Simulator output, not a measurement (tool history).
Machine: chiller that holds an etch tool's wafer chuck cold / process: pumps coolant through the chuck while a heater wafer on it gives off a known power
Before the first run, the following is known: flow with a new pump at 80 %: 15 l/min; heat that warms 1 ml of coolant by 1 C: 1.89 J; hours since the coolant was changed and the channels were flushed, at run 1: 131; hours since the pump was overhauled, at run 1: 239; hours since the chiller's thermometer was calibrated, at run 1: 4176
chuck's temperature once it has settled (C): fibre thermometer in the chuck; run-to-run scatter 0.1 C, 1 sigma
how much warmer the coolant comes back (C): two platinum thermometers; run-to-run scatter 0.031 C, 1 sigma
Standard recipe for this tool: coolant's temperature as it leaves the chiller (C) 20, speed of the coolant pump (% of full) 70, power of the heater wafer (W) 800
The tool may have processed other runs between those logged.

run    hour  coolant's temperature as it leaves the chiller (C)  speed of the coolant pump (% of full)  power of the heater wafer (W)  hours since the coolant was changed and the channels were flushed  hours since the pump was overhauled  hours since the chiller's thermometer was calibrated  chuck's temperature once it has settled (C)  how much warmer the coolant comes back (C)
  1       0                                                  20                                     70                            800                                                                131                                  239                                                  4176                                         26.1                                        1.92
  2    64.1                                                  15                                     70                            800                                                                195                                  303                                                  4240                                         21.3                                        1.93
  3   121.1                                                  15                                     70                            453                                                                252                                  360                                                  4297                                         18.9                                        1.13
  4   180.5                                                  15                                     70                            453                                                                312                                  419                                                  4356                                         18.9                                        1.14
  5   237.1                                                  15                                     70                            453                                                                368                                  476                                                  4413                                         19.1                                        1.12
  6   269.9                                                  15                                     70                            453                                                                401                                  508                                                  4446                                         19.1                                         1.1
  7   326.5                                                  15                                     70                            453                                                                458                                  565                                                  4502                                           19                                         1.1
  8   363.7                                                  20                                     70                            800                                                                495                                  602                                                  4540                                         26.3                                        1.97
  9   405.3                                                  20                                     70                            800                                                                537                                  644                                                  4581                                         26.3                                        2.02
 10     464                                                  20                                     70                            800                                                                595                                  703                                                  4640                                         26.7                                        1.99
 11   509.3                                                  20                                     70                            800                                                                641                                  748                                                  4685                                         26.6                                        1.95
 12     572                                                  18                                     79                            794                                                                703                                  811                                                  4748                                           24                                        1.75
 13   616.2                                                  18                                     79                            794                                                                748                                  855                                                  4792                                           24                                        1.71
 14     675                                                  10                                     70                            519                                                                806                                  914                                                  4851                                         14.5                                        1.32
 15   705.7                                                  20                                     63                            413                                                                837                                  944                                                  4882                                           24                                        1.12
      715.7  -- chiller's thermometer calibrated
 16     752                                                  15                                     63                            550                                                                882                                  990                                                    36                                         19.3                                        1.49
 17   805.9                                                  28                                     70                            800                                                                936                                 1043                                                    90                                         33.5                                        1.99
 18   845.1                                                  17                                     95                           1035                                                                975                                 1083                                                   129                                         23.1                                        1.93
 19   888.5                                                  11                                     70                            474                                                               1019                                 1126                                                   173                                         14.3                                         1.2
 20   926.9                                                  19                                     63                            722                                                               1057                                 1164                                                   211                                         24.6                                        2.01
 21   964.7                                                  19                                     68                            460                                                               1095                                 1202                                                   249                                         22.3                                        1.17
 22  1019.2                                                  24                                     76                            460                                                               1150                                 1257                                                   303                                           27                                        1.13

5 ways to go on from here, each from the tool as it stands after run 22. What would each give?
  A  1046.5                                                  24                                     72                            844                                                               1177                                 1284                                                   331                                            ?                                           ?
  B  1046.5                                                  24                                     76                            692                                                               1177                                 1284                                                   331                                            ?                                           ?
  C  1046.5                                                  11                                     76                            460                                                               1177                                 1284                                                   331                                            ?                                           ?
  D  1046.5                                                  24                                     76                            733                                                               1177                                 1284                                                   331                                            ?                                           ?
  E  1046.5                                                  25                                     92                            672                                                               1177                                 1284                                                   331                                            ?                                           ?

run  chuck's temperature once it has settled (C)  how much warmer the coolant comes back (C)
  A                                           30                                        2.05
  B                                         28.6                                        1.64
  C                                         14.1                                        1.08
  D                                         28.9                                        1.72
  E                                         29.1                                        1.34
The same runs, with their run-to-run variation unchanged, on a tool lacking any hidden condition would have given:
run  chuck's temperature once it has settled (C)  how much warmer the coolant comes back (C)
  A                                         29.6                                        1.96
  B                                         28.3                                        1.57
  C                                         13.9                                        1.04
  D                                         28.6                                        1.65
  E                                         28.9                                        1.29
